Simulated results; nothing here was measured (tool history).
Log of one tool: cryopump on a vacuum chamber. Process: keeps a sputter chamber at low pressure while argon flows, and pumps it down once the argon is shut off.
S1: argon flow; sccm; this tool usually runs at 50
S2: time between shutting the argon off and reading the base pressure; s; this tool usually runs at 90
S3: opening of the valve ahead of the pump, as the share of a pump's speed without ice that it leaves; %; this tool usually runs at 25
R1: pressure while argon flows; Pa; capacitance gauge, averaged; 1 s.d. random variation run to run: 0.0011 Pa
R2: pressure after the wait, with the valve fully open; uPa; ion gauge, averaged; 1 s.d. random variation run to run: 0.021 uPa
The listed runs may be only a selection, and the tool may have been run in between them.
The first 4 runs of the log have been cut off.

{"run": 5, "hour": 138.4, "S1": 50, "S2": 90, "S3": 25, "R1": 0.2492, "R2": 2.26}
{"run": 6, "hour": 169.0, "S1": 31, "S2": 90, "S3": 25, "R1": 0.1557, "R2": 2.22}
{"run": 7, "hour": 195.5, "S1": 31, "S2": 90, "S3": 56, "R1": 0.0732, "R2": 2.28}
{"run": 8, "hour": 236.8, "S1": 65, "S2": 90, "S3": 56, "R1": 0.1541, "R2": 2.26}
{"run": 9, "hour": 255.5, "S1": 65, "S2": 90, "S3": 56, "R1": 0.1515, "R2": 2.24}
{"run": 10, "hour": 294.4, "S1": 65, "S2": 90, "S3": 45, "R1": 0.1876, "R2": 2.26}
{"run": 11, "hour": 313.8, "S1": 65, "S2": 90, "S3": 45, "R1": 0.1857, "R2": 2.31}
{"run": 12, "hour": 332.5, "S1": 50, "S2": 90, "S3": 25, "R1": 0.2491, "R2": 2.32}
{"run": 13, "hour": 367.2, "S1": 50, "S2": 90, "S3": 38, "R1": 0.1683, "R2": 2.27}
{"run": 14, "hour": 405.6, "S1": 50, "S2": 96, "S3": 25, "R1": 0.2506, "R2": 2.26}
{"run": 15, "hour": 427.6, "S1": 50, "S2": 96, "S3": 25, "R1": 0.2496, "R2": 2.34}
{"run": 16, "hour": 466.6, "S1": 50, "S2": 90, "S3": 18, "R1": 0.3437, "R2": 2.38}
{"run": 17, "hour": 490.0, "S1": 50, "S2": 90, "S3": 18, "R1": 0.3432, "R2": 2.38}
{"run": 18, "hour": 518.7, "S1": 21, "S2": 63, "S3": 37, "R1": 0.0739, "R2": 2.53}
{"hour": 545.5, "done": "pump warmed up, emptied and cooled again"}
{"run": 19, "hour": 550.7, "S1": 21, "S2": 63, "S3": 37, "R1": 0.0684, "R2": 2.23}
{"run": 20, "hour": 586.3, "S1": 31, "S2": 134, "S3": 25, "R1": 0.1484, "R2": 1.98}
{"run": 21, "hour": 614.7, "S1": 31, "S2": 134, "S3": 25, "R1": 0.149, "R2": 1.98}
{"run": 22, "hour": 645.3, "S1": 31, "S2": 228, "S3": 25, "R1": 0.1486, "R2": 2}

Forecast run 23:
{"run": 23, "hour": 685.5, "S1": 25, "S2": 228, "S3": 21, "R1": "?", "R2": "?"}

Run 23 came out at R1 0.1419 Pa, R2 1.93 uPa.
If the tool had no hidden condition, the same run with the same run-to-run variation would have returned R1 0.1411 Pa, R2 0.33 uPa.
